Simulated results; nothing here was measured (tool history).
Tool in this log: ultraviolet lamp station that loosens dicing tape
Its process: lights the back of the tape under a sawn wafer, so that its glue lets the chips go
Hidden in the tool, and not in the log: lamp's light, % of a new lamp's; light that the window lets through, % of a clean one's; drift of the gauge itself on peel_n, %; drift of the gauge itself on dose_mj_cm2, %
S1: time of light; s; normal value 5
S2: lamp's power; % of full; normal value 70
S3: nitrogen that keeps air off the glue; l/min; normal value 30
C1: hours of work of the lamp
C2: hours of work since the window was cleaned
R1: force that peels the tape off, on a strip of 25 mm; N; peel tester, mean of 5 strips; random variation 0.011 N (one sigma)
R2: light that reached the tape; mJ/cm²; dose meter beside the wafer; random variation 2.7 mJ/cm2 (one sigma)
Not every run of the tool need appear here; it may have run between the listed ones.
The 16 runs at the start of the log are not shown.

run    hour  S1   S2  S3   C1   C2     R1   R2
 17   583.7   5   81  39  622  221  0.325  424
 18   627.5   5   85  30  642  242  0.357  451
 19   663.3   5   70  19  659  258  0.706  372
 20   709.7   5   70  19  680  280  0.676  373
 21   746.5   5   70  30  697  297  0.496  368
 22   791.1   9   64  24  718  318  0.266  610
 23   813.5   9   60  21  728  328  0.319  566
 24   836.7   5   78  38  739  339  0.367  416
      853.8  -- lamp changed
 25   886.3   5   78  38   15  361  0.379  410
 26   927.3   5   78  38   34  380  0.357  410
 27   981.3  10   80  30   59  405  0.191  850
 28  1036.1   4   80  14   85  431      1  335
 29  1076.4   9   93  30  103  450   0.18  903
 30  1130.5   3   77  53  128  475   0.75  243
 31  1185.4   9  100  53  154  500   0.18  958
 32  1236.2   6   70  24  177  524  0.414  444
 33  1273.6   5   99  43  195  541  0.248  523
 34  1312.3   5   99  43  213  559  0.243  522
       1333  -- window cleaned of glue's vapour
 35  1359.3   7   72  44  234   12  0.245  537
 36    1406   8   65  43  256   34  0.233  550
 37  1440.7   3   67  12  272   50  1.927  216
 38  1463.8   3   70  10  283   61  2.018  225
 39  1518.7   5   70  48  308   86  0.378  370
 40  1549.2   9   70  42  322  100  0.203  667
 41  1574.8   7   71  12  334  112  0.524  532

Alternative continuations, all from the tool just after run 41; predict every row:
  A  1617.5   9  79  23  354  132   ?   ?
  B  1617.5   5  67  18  354  132   ?   ?
  C  1617.5   5  70  30  354  132   ?   ?

run     R1   R2
  A  0.215  751
  B  0.811  356
  C  0.514  372
Without the tool's hidden state the same runs would have given:
run     R1   R2
  A  0.215  752
  B  0.809  357
  C  0.513  373
